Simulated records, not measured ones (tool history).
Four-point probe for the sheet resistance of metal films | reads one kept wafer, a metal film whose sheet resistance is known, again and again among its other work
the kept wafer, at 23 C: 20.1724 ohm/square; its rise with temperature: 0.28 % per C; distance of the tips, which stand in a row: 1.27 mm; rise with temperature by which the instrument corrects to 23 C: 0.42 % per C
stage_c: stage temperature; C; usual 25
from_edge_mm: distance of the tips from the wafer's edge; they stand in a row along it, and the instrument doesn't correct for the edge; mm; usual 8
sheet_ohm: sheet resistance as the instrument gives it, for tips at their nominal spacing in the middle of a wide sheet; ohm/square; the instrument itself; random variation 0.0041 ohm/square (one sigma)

run,hour,stage_c,from_edge_mm,sheet_ohm
1,0,25,8,20.338529
2,22.9,25,8,20.330635
3,45.1,25,8,20.335194
4,57.9,25,8,20.328534
5,70.4,34,8,20.094316
6,95.5,34,8,20.091272
7,118.5,34,8,20.08618
8,133.3,21,8,20.436493
9,148,25,8,20.330854
10,164.6,25,8,20.321769
11,177.1,25,8,20.320804
12,195.7,25,8,20.320092
13,217.8,33,12,19.959073
14,238.7,25,17,20.104974
15,263.5,25,17,20.109966
16,276.1,22,9,20.348541
17,301.1,30,39,19.929427
18,325.6,25,35,20.057002
19,341.1,19,47,20.208208
20,363.8,23,47,20.105708

The same runs without the tool's hidden state, with the same run-to-run variation:
The hidden state here: inner tips' distance over the nominal, %; tips' flats over new ones', %; wafer's true temperature over the reading, C; drift of the gauge itself on sheet_ohm, %.
run,sheet_ohm
1,20.388365
2,20.382064
3,20.388326
4,20.38252
5,20.148124
6,20.146809
7,20.143297
8,20.496348
9,20.391213
10,20.383269
11,20.383174
12,20.383771
13,20.022652
14,20.170884
15,20.177748
16,20.418221
17,19.999036
18,20.129109
19,20.282336
20,20.180742
